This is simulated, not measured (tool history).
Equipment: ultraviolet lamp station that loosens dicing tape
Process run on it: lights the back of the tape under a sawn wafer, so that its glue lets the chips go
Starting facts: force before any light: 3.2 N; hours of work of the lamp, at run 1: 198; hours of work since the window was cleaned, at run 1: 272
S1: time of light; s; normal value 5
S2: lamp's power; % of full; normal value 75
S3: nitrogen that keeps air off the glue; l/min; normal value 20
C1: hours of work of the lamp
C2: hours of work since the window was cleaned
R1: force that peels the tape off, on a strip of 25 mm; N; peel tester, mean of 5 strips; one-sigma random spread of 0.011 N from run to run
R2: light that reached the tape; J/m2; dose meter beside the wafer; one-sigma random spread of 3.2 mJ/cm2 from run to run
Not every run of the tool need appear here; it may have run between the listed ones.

{"run": 1, "hour": 0.0, "S1": 5, "S2": 75, "S3": 20, "C1": 198, "C2": 272, "R1": 0.539, "R2": 4460}
{"run": 2, "hour": 8.7, "S1": 5, "S2": 75, "S3": 20, "C1": 204, "C2": 278, "R1": 0.543, "R2": 4490}
{"run": 3, "hour": 18.0, "S1": 5, "S2": 75, "S3": 20, "C1": 210, "C2": 284, "R1": 0.538, "R2": 4480}
{"run": 4, "hour": 31.1, "S1": 2, "S2": 75, "S3": 20, "C1": 219, "C2": 293, "R1": 1.474, "R2": 1780}
{"run": 5, "hour": 38.4, "S1": 2, "S2": 75, "S3": 20, "C1": 224, "C2": 298, "R1": 1.519, "R2": 1760}
{"run": 6, "hour": 51.9, "S1": 2, "S2": 75, "S3": 20, "C1": 233, "C2": 307, "R1": 1.564, "R2": 1770}
{"run": 7, "hour": 62.8, "S1": 2, "S2": 75, "S3": 20, "C1": 240, "C2": 314, "R1": 1.49, "R2": 1770}
{"run": 8, "hour": 70.1, "S1": 2, "S2": 75, "S3": 20, "C1": 245, "C2": 319, "R1": 1.502, "R2": 1760}
{"run": 9, "hour": 76.8, "S1": 2, "S2": 75, "S3": 20, "C1": 249, "C2": 323, "R1": 1.514, "R2": 1790}
{"run": 10, "hour": 87.1, "S1": 2, "S2": 75, "S3": 20, "C1": 256, "C2": 330, "R1": 1.502, "R2": 1750}
{"hour": 88.6, "done": "window cleaned of glue's vapour"}
{"run": 11, "hour": 101.5, "S1": 2, "S2": 75, "S3": 20, "C1": 265, "C2": 9, "R1": 1.514, "R2": 1730}
{"run": 12, "hour": 112.9, "S1": 2, "S2": 75, "S3": 20, "C1": 273, "C2": 16, "R1": 1.552, "R2": 1730}
{"run": 13, "hour": 121.1, "S1": 2, "S2": 75, "S3": 20, "C1": 278, "C2": 22, "R1": 1.538, "R2": 1730}
{"run": 14, "hour": 133.1, "S1": 4, "S2": 75, "S3": 20, "C1": 286, "C2": 29, "R1": 0.781, "R2": 3450}
{"hour": 142.9, "done": "window cleaned of glue's vapour, once more"}
{"run": 15, "hour": 142.9, "S1": 5, "S2": 75, "S3": 14, "C1": 292, "C2": 0, "R1": 0.556, "R2": 4600}
{"run": 16, "hour": 156.1, "S1": 4, "S2": 97, "S3": 9, "C1": 301, "C2": 9, "R1": 0.626, "R2": 4740}
{"run": 17, "hour": 163.5, "S1": 4, "S2": 78, "S3": 9, "C1": 306, "C2": 14, "R1": 0.825, "R2": 3820}
{"run": 18, "hour": 175.3, "S1": 4, "S2": 78, "S3": 9, "C1": 314, "C2": 22, "R1": 0.884, "R2": 3840}
{"run": 19, "hour": 184.0, "S1": 9, "S2": 60, "S3": 7, "C1": 320, "C2": 27, "R1": 0.431, "R2": 6530}
{"run": 20, "hour": 197.5, "S1": 9, "S2": 60, "S3": 7, "C1": 329, "C2": 36, "R1": 0.437, "R2": 6560}
{"run": 21, "hour": 210.4, "S1": 6, "S2": 75, "S3": 10, "C1": 337, "C2": 45, "R1": 0.504, "R2": 5470}
{"run": 22, "hour": 218.8, "S1": 6, "S2": 77, "S3": 10, "C1": 343, "C2": 50, "R1": 0.481, "R2": 5610}
{"run": 23, "hour": 232.8, "S1": 5, "S2": 77, "S3": 10, "C1": 352, "C2": 60, "R1": 0.631, "R2": 4680}

Below are 5 alternative next runs, each starting from the tool's condition after run 23. Predict each:
{"run": "A", "hour": 240.5, "S1": 5, "S2": 75, "S3": 18, "C1": 357, "C2": 65, "R1": "?", "R2": "?"}
{"run": "B", "hour": 240.5, "S1": 5, "S2": 75, "S3": 20, "C1": 357, "C2": 65, "R1": "?", "R2": "?"}
{"run": "C", "hour": 240.5, "S1": 2, "S2": 79, "S3": 7, "C1": 357, "C2": 65, "R1": "?", "R2": "?"}
{"run": "D", "hour": 240.5, "S1": 5, "S2": 95, "S3": 20, "C1": 357, "C2": 65, "R1": "?", "R2": "?"}
{"run": "E", "hour": 240.5, "S1": 8, "S2": 77, "S3": 15, "C1": 357, "C2": 65, "R1": "?", "R2": "?"}

run=A R1=0.555 R2=4500
run=B R1=0.529 R2=4480
run=C R1=1.669 R2=1920
run=D R1=0.373 R2=5800
run=E R1=0.27 R2=7470
With no hidden state in the tool, these same runs would have given:
run=A R1=0.492 R2=4880
run=B R1=0.468 R2=4860
run=C R1=1.583 R2=2080
run=D R1=0.329 R2=6280
run=E R1=0.241 R2=8090
